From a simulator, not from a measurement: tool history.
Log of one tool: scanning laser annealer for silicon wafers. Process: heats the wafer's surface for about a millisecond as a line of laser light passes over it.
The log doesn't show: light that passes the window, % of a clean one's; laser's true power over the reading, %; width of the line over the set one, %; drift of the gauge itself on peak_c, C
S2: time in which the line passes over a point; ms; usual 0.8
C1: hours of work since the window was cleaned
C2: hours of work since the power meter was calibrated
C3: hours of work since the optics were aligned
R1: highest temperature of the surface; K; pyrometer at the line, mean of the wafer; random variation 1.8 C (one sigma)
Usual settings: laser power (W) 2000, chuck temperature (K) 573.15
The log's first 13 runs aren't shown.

{"run": 14, "day": 40.221, "laser power (W)": 2000, "S2": 0.8, "chuck temperature (K)": 573.15, "C1": 166, "C2": 1336, "C3": 1539, "R1": 1311.15}
{"run": 15, "day": 43.712, "laser power (W)": 2000, "S2": 0.8, "chuck temperature (K)": 573.15, "C1": 225, "C2": 1396, "C3": 1599, "R1": 1307.15}
{"run": 16, "day": 46.746, "laser power (W)": 2000, "S2": 0.8, "chuck temperature (K)": 573.15, "C1": 277, "C2": 1447, "C3": 1650, "R1": 1306.15}
{"run": 17, "day": 48.958, "laser power (W)": 2000, "S2": 0.8, "chuck temperature (K)": 573.15, "C1": 315, "C2": 1485, "C3": 1688, "R1": 1301.15}
{"run": 18, "day": 51.458, "laser power (W)": 2000, "S2": 0.571, "chuck temperature (K)": 573.15, "C1": 358, "C2": 1528, "C3": 1731, "R1": 1191.15}
{"run": 19, "day": 54.454, "laser power (W)": 1707, "S2": 0.8, "chuck temperature (K)": 606.15, "C1": 409, "C2": 1579, "C3": 1782, "R1": 1205.15}
{"run": 20, "day": 57.15, "laser power (W)": 1956, "S2": 0.586, "chuck temperature (K)": 573.15, "C1": 455, "C2": 1625, "C3": 1828, "R1": 1176.15}
{"run": 21, "day": 59.762, "laser power (W)": 1716, "S2": 0.587, "chuck temperature (K)": 556.15, "C1": 499, "C2": 1670, "C3": 1873, "R1": 1075.15}

Forecast run 22:
{"day": 60.817, "done": "optics aligned, line set to its width"}
{"run": 22, "day": 62.367, "laser power (W)": 1716, "S2": 0.587, "chuck temperature (K)": 556.15, "C1": 540, "C2": 1710, "C3": 26, "R1": "?"}

R1: 1082.15 K
Without the tool's hidden state the same run would have given R1 1112.15 K.
